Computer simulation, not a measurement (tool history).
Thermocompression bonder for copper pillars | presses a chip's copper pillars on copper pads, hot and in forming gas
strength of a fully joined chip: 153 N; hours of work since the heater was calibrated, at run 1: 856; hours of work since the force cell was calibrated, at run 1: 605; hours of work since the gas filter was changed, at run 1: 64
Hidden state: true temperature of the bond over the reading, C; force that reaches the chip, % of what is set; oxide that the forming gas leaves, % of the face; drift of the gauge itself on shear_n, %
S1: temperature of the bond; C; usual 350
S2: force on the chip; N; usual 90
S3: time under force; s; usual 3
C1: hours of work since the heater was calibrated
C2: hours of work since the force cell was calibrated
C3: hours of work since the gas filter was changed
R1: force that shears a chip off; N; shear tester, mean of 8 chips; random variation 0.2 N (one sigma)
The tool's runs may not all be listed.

run    hour   S1   S2  S3    C1    C2   C3     R1
  1       0  350   90   3   856   605   64  111.7
  2    60.3  350   90   2   899   648  107  100.6
  3    96.8  350   90   2   925   674  133  100.3
      138.1  -- forming gas filter changed
  4   140.1  350   90   8   956   705    1  135.7
  5   167.4  350   90   5   975   724   21  125.4
  6     204  350   90   5  1002   751   47  124.9
  7   252.5  350   90   3  1036   785   82  112.2
  8   309.4  350   67   3  1077   826  123  101.6
        364  -- forming gas filter changed
  9     364  350   90   3  1116   865    0  113.8
 10   422.3  350   90   3  1158   907   42  113.3
 11   470.5  350   90   3  1192   941   76  112.9
 12   522.8  350   90   3  1230   979  114  112.3
 13     563  350   90   3  1259  1007  143  112.4
      589.3  -- forming gas filter changed
 14   599.5  350   90   3  1284  1033    7  114.2
 15   656.8  349   90   3  1325  1074   48  113.2
 16   686.2  350   90   4  1346  1095   69  121.1
      691.5  -- heater calibrated with a thermocouple chip
 17   722.3  350   90   4    22  1120   94    116
      728.3  -- force cell calibrated
 18   771.7  350   90   4    56    31  128  115.8
      817.8  -- forming gas filter changed
 19   827.7  350   90   3    96    71    7  110.4
 20   880.9  350   68   3   134   109   45   99.6
 21   918.4  377   75   5   161   136   72  129.2
      945.1  -- force cell calibrated, once more
 22   961.4  325   56   5   191    12  102   89.2
 23  1001.3  327   91   5   219    40  130  108.6
     1046.2  -- forming gas filter changed
 24  1066.6  329   90   6   266    87   15  115.5
 25  1101.3  350   82   5   291   112   39  119.6
 26  1151.9  350   60   4   327   148   76  101.8
 27  1204.9  350   60   4   365   186  114  101.5
       1270  -- forming gas filter changed
 28  1270.8  363   71   3   412   233    1    110
 29  1328.7  367   56   2   453   274   42   90.9
 30  1361.5  367   56   2   477   298   66   91.2
 31  1403.2  367   56   2   507   327   95   90.8
 32  1455.2  374   68   4   544   365  133  119.6
 33    1492  363  134   3   570   391  159  128.3
     1498.4  -- forming gas filter changed
 34  1543.3  363  134   3   607   427   32  130.6
 35  1594.6  330   90   5   643   464   69  112.6
 36  1640.6  330   90   5   676   497  102  111.9
 37  1698.8  330   90   5   718   539  144  111.7
     1725.2  -- forming gas filter changed
 38  1747.9  367   90   3   753   574   16  121.3
 39  1803.2  367   90   3   792   613   56  120.6

Forecast each of these 3 alternatives for the next run:
  A  1849.2  336   62   3  825  646  89   ?
  B  1849.2  327  107   2  825  646  89   ?
  C  1849.2  355   90   4  825  646  89   ?

run     R1
  A   89.1
  B   92.5
  C  121.1
Without the tool's hidden state the same runs would have given:
run     R1
  A   86.4
  B   89.8
  C  119.5
